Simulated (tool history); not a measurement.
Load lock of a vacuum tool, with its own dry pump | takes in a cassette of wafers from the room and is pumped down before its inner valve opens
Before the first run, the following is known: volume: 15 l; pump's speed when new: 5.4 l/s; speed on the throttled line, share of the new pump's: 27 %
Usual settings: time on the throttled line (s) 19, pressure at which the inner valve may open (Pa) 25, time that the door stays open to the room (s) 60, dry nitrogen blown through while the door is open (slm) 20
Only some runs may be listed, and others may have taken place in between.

run,day,time on the throttled line (s),pressure at which the inner valve may open (Pa),time that the door stays open to the room (s),dry nitrogen blown through while the door is open (slm),"incoming humidity of the room's air, %",time from the closed door until the inner valve may open (s),rise of the pressure with all valves shut (Pa/min)
1,0,19,25,60,20,43.8,38,0.336
2,4.579,19,25,60,20,44.9,37.7,0.349
# day 5.125: door's seal changed, seat wiped
3,9.825,19,25,60,20,44.5,38.3,0.024
4,14.454,19,25,60,20,43.6,37.9,0.027
5,19.717,19,25,60,20,41.6,37.8,0.027
6,22.483,19,25,60,20,44.7,38.2,0.026
7,25.246,19,25,60,20,42.5,38.6,0.028
8,31.012,19,21,60,20,46.7,39.4,0.03
9,35.4,19,21,60,20,48.8,39.6,0.033
10,39.779,19,21,40,20,44.9,39.3,0.031
11,43.796,36,35,60,16,45.2,49,0.04
12,47.762,36,35,60,16,46,49.7,0.043
13,51.125,36,35,60,16,43.9,50,0.04
14,57.075,36,35,60,16,45.5,49.3,0.048

The next listed run, before its measurement:
15,60.438,13,40,80,42,43.8,?,?

Run 15 measured time from the closed door until the inner valve may open (s) 33.1, rise of the pressure with all valves shut (Pa/min) 0.042.
With no hidden state in the tool, this same run would have given time from the closed door until the inner valve may open (s) 31.7, rise of the pressure with all valves shut (Pa/min) 0.014.
